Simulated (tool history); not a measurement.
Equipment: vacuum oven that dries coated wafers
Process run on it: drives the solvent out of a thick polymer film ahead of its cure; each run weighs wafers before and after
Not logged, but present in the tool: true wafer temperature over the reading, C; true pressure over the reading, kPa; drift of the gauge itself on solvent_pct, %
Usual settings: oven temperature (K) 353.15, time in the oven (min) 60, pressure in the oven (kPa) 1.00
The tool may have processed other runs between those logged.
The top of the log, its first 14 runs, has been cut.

run	hour	oven temperature (K)	time in the oven (min)	pressure in the oven (kPa)	hours of work since the thermocouples were calibrated	hours of work since the vacuum gauge was cleaned of residue	solvent left in the film (%)
15	184.7	353.15	60	0.61	994	501	1.65
16	201.6	353.15	60	1.66	1004	511	2.32
17	223.3	353.15	60	1.66	1016	524	2.42
18	234.4	353.15	60	2.47	1023	531	2.91
19	248.5	353.15	60	2.47	1031	539	2.90
20	269.6	353.15	60	2.47	1044	551	2.94
21	288.8	351.15	60	2.47	1055	563	3.39
22	299.1	360.15	60	1.00	1061	569	1.00
# hour 302.1: vacuum gauge cleaned of residue and calibrated
23	312.6	351.15	60	1.00	1068	6	2.51
24	335.2	353.15	60	1.18	1081	19	2.20
25	345.5	353.15	60	1.18	1087	25	2.19
# hour 353.8: oven's thermocouples calibrated
26	357.9	353.15	62	0.81	2	32	1.54
27	373.3	342.15	87	2.67	11	41	4.68
28	389.4	367.15	94	1.16	21	50	0.69
29	408.0	346.15	59	1.34	32	61	3.70
30	418.7	345.15	60	1.00	38	67	3.60
# hour 423.5: vacuum gauge cleaned of residue and calibrated, once more
31	441.8	345.15	60	1.00	51	11	3.33

The next listed run, before its measurement:
32	460.7	345.15	60	1.00	62	22	?

solvent left in the film (%): 3.27
Minus the tool's unlogged condition, the same run would have read solvent left in the film (%) 3.30.
